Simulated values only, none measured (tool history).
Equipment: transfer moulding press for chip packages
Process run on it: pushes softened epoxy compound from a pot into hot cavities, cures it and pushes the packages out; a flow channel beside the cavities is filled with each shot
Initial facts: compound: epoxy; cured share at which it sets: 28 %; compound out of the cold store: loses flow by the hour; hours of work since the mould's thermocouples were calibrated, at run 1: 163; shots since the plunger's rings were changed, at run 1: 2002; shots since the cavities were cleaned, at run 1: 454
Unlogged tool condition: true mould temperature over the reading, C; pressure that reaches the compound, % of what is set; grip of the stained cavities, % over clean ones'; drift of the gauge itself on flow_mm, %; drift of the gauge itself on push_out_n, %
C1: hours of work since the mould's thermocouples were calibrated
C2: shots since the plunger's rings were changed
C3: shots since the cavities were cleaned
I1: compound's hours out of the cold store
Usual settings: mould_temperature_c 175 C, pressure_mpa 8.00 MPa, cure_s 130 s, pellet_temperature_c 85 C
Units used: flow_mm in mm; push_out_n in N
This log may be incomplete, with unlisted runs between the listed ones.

run 1 day=0.000 | mould_temperature_c=175 pressure_mpa=8.00 cure_s=130 pellet_temperature_c=85 | C1=163 C2=2002 C3=454 | I1=45.2 | flow_mm=798 push_out_n=187
-- day=0.383 cavities cleaned with cleaning compound and waxed
run 2 day=0.462 | mould_temperature_c=175 pressure_mpa=8.00 cure_s=130 pellet_temperature_c=85 | C1=168 C2=2071 C3=14 | I1=42.5 | flow_mm=809 push_out_n=177
run 3 day=0.762 | mould_temperature_c=175 pressure_mpa=8.00 cure_s=130 pellet_temperature_c=85 | C1=171 C2=2122 C3=65 | I1=10.4 | flow_mm=961 push_out_n=202
run 4 day=0.967 | mould_temperature_c=175 pressure_mpa=8.00 cure_s=130 pellet_temperature_c=85 | C1=174 C2=2157 C3=100 | I1=21.6 | flow_mm=902 push_out_n=184
run 5 day=1.221 | mould_temperature_c=175 pressure_mpa=8.00 cure_s=130 pellet_temperature_c=85 | C1=177 C2=2200 C3=143 | I1=41.9 | flow_mm=811 push_out_n=189
run 6 day=1.646 | mould_temperature_c=175 pressure_mpa=8.00 cure_s=130 pellet_temperature_c=85 | C1=182 C2=2273 C3=216 | I1=42.9 | flow_mm=806 push_out_n=180
run 7 day=1.929 | mould_temperature_c=175 pressure_mpa=8.00 cure_s=130 pellet_temperature_c=85 | C1=186 C2=2321 C3=264 | I1=39.6 | flow_mm=822 push_out_n=183
run 8 day=2.200 | mould_temperature_c=175 pressure_mpa=8.00 cure_s=130 pellet_temperature_c=85 | C1=189 C2=2367 C3=310 | I1=23.9 | flow_mm=891 push_out_n=191
run 9 day=2.617 | mould_temperature_c=175 pressure_mpa=8.00 cure_s=130 pellet_temperature_c=85 | C1=194 C2=2439 C3=382 | I1=15.9 | flow_mm=931 push_out_n=192
run 10 day=2.929 | mould_temperature_c=175 pressure_mpa=8.00 cure_s=130 pellet_temperature_c=85 | C1=198 C2=2492 C3=435 | I1=19.5 | flow_mm=912 push_out_n=192
run 11 day=3.208 | mould_temperature_c=175 pressure_mpa=8.00 cure_s=130 pellet_temperature_c=85 | C1=202 C2=2539 C3=482 | I1=18.7 | flow_mm=920 push_out_n=190
-- day=3.467 cavities cleaned with cleaning compound and waxed
run 12 day=3.533 | mould_temperature_c=175 pressure_mpa=8.80 cure_s=130 pellet_temperature_c=85 | C1=205 C2=2585 C3=12 | I1=41.2 | flow_mm=852 push_out_n=185
run 13 day=3.929 | mould_temperature_c=175 pressure_mpa=8.80 cure_s=130 pellet_temperature_c=85 | C1=210 C2=2652 C3=79 | I1=32.4 | flow_mm=896 push_out_n=190
run 14 day=4.192 | mould_temperature_c=175 pressure_mpa=8.80 cure_s=130 pellet_temperature_c=85 | C1=213 C2=2697 C3=124 | I1=14.4 | flow_mm=986 push_out_n=194
run 15 day=4.642 | mould_temperature_c=175 pressure_mpa=8.80 cure_s=130 pellet_temperature_c=85 | C1=218 C2=2774 C3=201 | I1=9.7 | flow_mm=1011 push_out_n=190
run 16 day=4.971 | mould_temperature_c=183 pressure_mpa=6.64 cure_s=158 pellet_temperature_c=77 | C1=223 C2=2829 C3=256 | I1=46.8 | flow_mm=703 push_out_n=164
run 17 day=5.308 | mould_temperature_c=175 pressure_mpa=8.00 cure_s=130 pellet_temperature_c=90 | C1=227 C2=2887 C3=314 | I1=16.7 | flow_mm=925 push_out_n=193
run 18 day=5.579 | mould_temperature_c=175 pressure_mpa=8.00 cure_s=130 pellet_temperature_c=90 | C1=230 C2=2934 C3=361 | I1=39.1 | flow_mm=823 push_out_n=178
run 19 day=5.812 | mould_temperature_c=175 pressure_mpa=9.53 cure_s=130 pellet_temperature_c=78 | C1=233 C2=2974 C3=401 | I1=29.5 | flow_mm=945 push_out_n=182
run 20 day=6.096 | mould_temperature_c=182 pressure_mpa=8.65 cure_s=119 pellet_temperature_c=86 | C1=236 C2=3021 C3=448 | I1=34.5 | flow_mm=858 push_out_n=170
-- day=6.533 cavities cleaned with cleaning compound and waxed
run 21 day=6.633 | mould_temperature_c=180 pressure_mpa=8.74 cure_s=130 pellet_temperature_c=85 | C1=242 C2=3103 C3=17 | I1=10.4 | flow_mm=985 push_out_n=169
-- day=7.125 plunger's sealing rings changed
run 22 day=7.150 | mould_temperature_c=167 pressure_mpa=7.06 cure_s=143 pellet_temperature_c=85 | C1=247 C2=4 C3=87 | I1=41.5 | flow_mm=785 push_out_n=239
run 23 day=7.475 | mould_temperature_c=175 pressure_mpa=8.00 cure_s=124 pellet_temperature_c=83 | C1=251 C2=60 C3=143 | I1=34.5 | flow_mm=843 push_out_n=193
run 24 day=7.808 | mould_temperature_c=175 pressure_mpa=8.00 cure_s=124 pellet_temperature_c=86 | C1=255 C2=117 C3=200 | I1=12.2 | flow_mm=951 push_out_n=206
run 25 day=8.138 | mould_temperature_c=175 pressure_mpa=7.69 cure_s=139 pellet_temperature_c=85 | C1=260 C2=173 C3=256 | I1=14.2 | flow_mm=922 push_out_n=180
run 26 day=8.412 | mould_temperature_c=176 pressure_mpa=8.00 cure_s=130 pellet_temperature_c=84 | C1=263 C2=220 C3=303 | I1=8.3 | flow_mm=967 push_out_n=187
run 27 day=8.896 | mould_temperature_c=176 pressure_mpa=8.00 cure_s=130 pellet_temperature_c=84 | C1=269 C2=302 C3=385 | I1=17.4 | flow_mm=921 push_out_n=170
run 28 day=9.267 | mould_temperature_c=176 pressure_mpa=7.67 cure_s=150 pellet_temperature_c=79 | C1=273 C2=366 C3=449 | I1=41.7 | flow_mm=793 push_out_n=161
-- day=9.688 cavities cleaned with cleaning compound and waxed
run 29 day=9.688 | mould_temperature_c=176 pressure_mpa=8.87 cure_s=150 pellet_temperature_c=81 | C1=278 C2=427 C3=0 | I1=8.6 | flow_mm=1020 push_out_n=165

Each row is a separate what-if for the run after 29, all from the same tool condition, not one after another. Results?
run A day=9.908 | mould_temperature_c=175 pressure_mpa=8.00 cure_s=130 pellet_temperature_c=77 | C1=281 C2=464 C3=37 | I1=18.1 | flow_mm=? push_out_n=?
run B day=9.908 | mould_temperature_c=176 pressure_mpa=8.87 cure_s=150 pellet_temperature_c=81 | C1=281 C2=464 C3=37 | I1=24.0 | flow_mm=? push_out_n=?
run C day=9.908 | mould_temperature_c=173 pressure_mpa=7.45 cure_s=154 pellet_temperature_c=85 | C1=281 C2=464 C3=37 | I1=46.0 | flow_mm=? push_out_n=?

run=A flow_mm=920 push_out_n=191
run=B flow_mm=938 push_out_n=171
run=C flow_mm=770 push_out_n=174
Take away the tool's hidden state, keep each run's random variation, and the runs would have read:
run=A flow_mm=920 push_out_n=191
run=B flow_mm=938 push_out_n=170
run=C flow_mm=770 push_out_n=174
